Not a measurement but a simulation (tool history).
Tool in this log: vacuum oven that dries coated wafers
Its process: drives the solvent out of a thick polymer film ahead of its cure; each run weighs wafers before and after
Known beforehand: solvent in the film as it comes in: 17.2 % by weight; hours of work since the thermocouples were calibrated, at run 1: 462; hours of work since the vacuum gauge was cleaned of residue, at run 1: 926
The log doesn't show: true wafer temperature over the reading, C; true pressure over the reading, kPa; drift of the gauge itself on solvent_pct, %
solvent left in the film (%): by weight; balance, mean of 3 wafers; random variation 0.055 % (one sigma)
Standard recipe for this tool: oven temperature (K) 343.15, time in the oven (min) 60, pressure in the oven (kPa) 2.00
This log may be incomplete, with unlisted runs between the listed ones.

run,day,oven temperature (K),time in the oven (min),pressure in the oven (kPa),hours of work since the thermocouples were calibrated,hours of work since the vacuum gauge was cleaned of residue,solvent left in the film (%)
1,0.000,343.15,60,2.00,462,926,2.74
2,1.512,343.15,54,2.00,489,953,3.12
3,2.408,343.15,54,3.21,504,968,3.90
4,4.254,343.15,37,2.00,537,1001,4.60
5,5.717,336.15,60,2.00,563,1027,5.36
6,7.383,339.15,60,2.00,593,1057,4.12
7,8.242,339.15,51,2.00,608,1072,4.94
8,9.062,339.15,51,2.00,622,1086,4.88
9,10.142,343.15,60,2.00,641,1105,2.92
10,11.008,341.15,55,5.94,657,1121,6.73
11,11.812,337.15,106,1.26,671,1135,2.42
12,13.508,337.15,106,1.26,701,1165,2.57
13,14.904,344.15,48,1.79,726,1190,3.20
14,16.592,343.15,42,2.00,756,1220,4.26
15,17.879,343.15,42,2.00,778,1242,4.19
16,19.150,355.15,42,2.00,801,1265,1.43

Forecast each of these 4 alternatives for the next run:
A,20.392,343.15,53,2.00,823,1287,?
B,20.392,354.15,96,1.38,823,1287,?
C,20.392,337.15,102,4.97,823,1287,?
D,20.392,331.15,37,1.97,823,1287,?

run,solvent left in the film (%)
A,3.45
B,0.80
C,6.27
D,9.82
Take away the tool's hidden state, keep each run's random variation, and the runs would have read:
run,solvent left in the film (%)
A,2.77
B,0.61
C,5.42
D,9.00

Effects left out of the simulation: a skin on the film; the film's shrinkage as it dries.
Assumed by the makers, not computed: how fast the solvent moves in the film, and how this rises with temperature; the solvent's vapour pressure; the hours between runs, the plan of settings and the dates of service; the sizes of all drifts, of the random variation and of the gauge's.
